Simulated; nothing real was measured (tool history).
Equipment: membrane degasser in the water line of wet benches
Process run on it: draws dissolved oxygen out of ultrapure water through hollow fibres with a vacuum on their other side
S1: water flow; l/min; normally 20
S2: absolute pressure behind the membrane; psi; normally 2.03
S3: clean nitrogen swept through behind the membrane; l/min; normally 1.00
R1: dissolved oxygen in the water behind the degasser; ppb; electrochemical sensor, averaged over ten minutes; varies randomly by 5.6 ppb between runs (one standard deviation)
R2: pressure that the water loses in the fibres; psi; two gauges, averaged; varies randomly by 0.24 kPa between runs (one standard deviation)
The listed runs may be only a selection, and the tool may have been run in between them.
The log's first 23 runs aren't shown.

run    hour  S1    S2    S3      R1      R2
 24  5280.2  18  4.96  0.71  1558.7   8.099
 25  5502.7  20  1.58  0.41   911.6   9.056
 26  5836.5  22  2.03  1.00   798.4   9.968
 27  6151.2  28  4.55  1.28  1621.9  12.621
 28  6394.2  20  2.84  1.00   905.9   8.973
 29  6711.6  14  5.03  0.63  1370.0   6.337
 30  6877.6  14  5.03  0.63  1371.2   6.318
 31  7153.0  20  3.19  0.82  1116.9   8.987
     7290.0  -- seals of the vacuum lines changed
 32  7472.8  20  2.03  2.13   483.4   8.972

Here are 4 independent what-if runs from the current tool condition. What would each one return?
  A  7772.2  18  1.75  2.30   ?   ?
  B  7772.2  23  1.39  1.00   ?   ?
  C  7772.2  18  3.84  1.00   ?   ?
  D  7772.2  13  2.03  2.13   ?   ?

run      R1      R2
  A   347.4   8.058
  B   671.2  10.386
  C  1018.7   8.083
  D   210.6   5.848
Stripped of hidden state, with their random variation kept, the same runs would have yielded:
run      R1      R2
  A   346.9   8.221
  B   670.4  10.595
  C  1018.3   8.247
  D   210.4   5.965
